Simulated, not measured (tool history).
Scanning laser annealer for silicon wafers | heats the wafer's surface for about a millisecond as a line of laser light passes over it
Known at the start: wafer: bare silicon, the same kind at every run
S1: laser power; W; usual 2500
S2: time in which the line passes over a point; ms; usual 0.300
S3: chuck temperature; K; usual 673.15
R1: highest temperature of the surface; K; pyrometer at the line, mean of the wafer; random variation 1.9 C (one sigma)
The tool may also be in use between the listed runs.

run 1 hour=0.0 | S1=2500 S2=0.300 S3=673.15 | R1=1403.15
run 2 hour=11.2 | S1=2500 S2=0.300 S3=673.15 | R1=1405.15
run 3 hour=33.3 | S1=2500 S2=0.300 S3=673.15 | R1=1404.15
run 4 hour=54.2 | S1=2378 S2=0.300 S3=673.15 | R1=1372.15
run 5 hour=71.8 | S1=2500 S2=0.300 S3=673.15 | R1=1404.15
run 6 hour=92.0 | S1=2500 S2=0.376 S3=673.15 | R1=1486.15
run 7 hour=106.7 | S1=2500 S2=0.300 S3=686.15 | R1=1418.15
run 8 hour=120.2 | S1=2500 S2=0.300 S3=673.15 | R1=1406.15
run 9 hour=132.0 | S1=2500 S2=0.300 S3=673.15 | R1=1406.15
run 10 hour=141.2 | S1=2500 S2=0.300 S3=673.15 | R1=1405.15
run 11 hour=152.2 | S1=2500 S2=0.300 S3=673.15 | R1=1406.15
run 12 hour=163.9 | S1=2500 S2=0.300 S3=707.15 | R1=1437.15
run 13 hour=173.5 | S1=2500 S2=0.300 S3=707.15 | R1=1438.15
run 14 hour=194.0 | S1=2500 S2=0.300 S3=707.15 | R1=1437.15
run 15 hour=210.5 | S1=2479 S2=0.365 S3=672.15 | R1=1470.15
run 16 hour=229.2 | S1=2426 S2=0.368 S3=695.15 | R1=1476.15
run 17 hour=243.3 | S1=2426 S2=0.368 S3=695.15 | R1=1477.15
run 18 hour=255.6 | S1=2500 S2=0.358 S3=704.15 | R1=1499.15
run 19 hour=268.8 | S1=2500 S2=0.292 S3=682.15 | R1=1400.15
run 20 hour=281.3 | S1=2500 S2=0.292 S3=682.15 | R1=1405.15
run 21 hour=292.9 | S1=2665 S2=0.328 S3=665.15 | R1=1473.15
run 22 hour=307.4 | S1=2665 S2=0.328 S3=665.15 | R1=1475.15
run 23 hour=326.5 | S1=2376 S2=0.300 S3=671.15 | R1=1367.15
run 24 hour=336.3 | S1=2376 S2=0.300 S3=671.15 | R1=1366.15
run 25 hour=353.4 | S1=2529 S2=0.342 S3=671.15 | R1=1458.15

5 ways to go on from here, each from the tool as it stands after run 25. What would each give?
run A hour=370.3 | S1=2465 S2=0.358 S3=711.15 | R1=?
run B hour=370.3 | S1=2259 S2=0.277 S3=651.15 | R1=?
run C hour=370.3 | S1=2529 S2=0.342 S3=635.15 | R1=?
run D hour=370.3 | S1=2500 S2=0.363 S3=673.15 | R1=?
run E hour=370.3 | S1=2529 S2=0.342 S3=693.15 | R1=?

run=A R1=1493.15
run=B R1=1291.15
run=C R1=1419.15
run=D R1=1471.15
run=E R1=1481.15
Without the tool's hidden state the same runs would have given:
run=A R1=1494.15
run=B R1=1291.15
run=C R1=1420.15
run=D R1=1472.15
run=E R1=1482.15
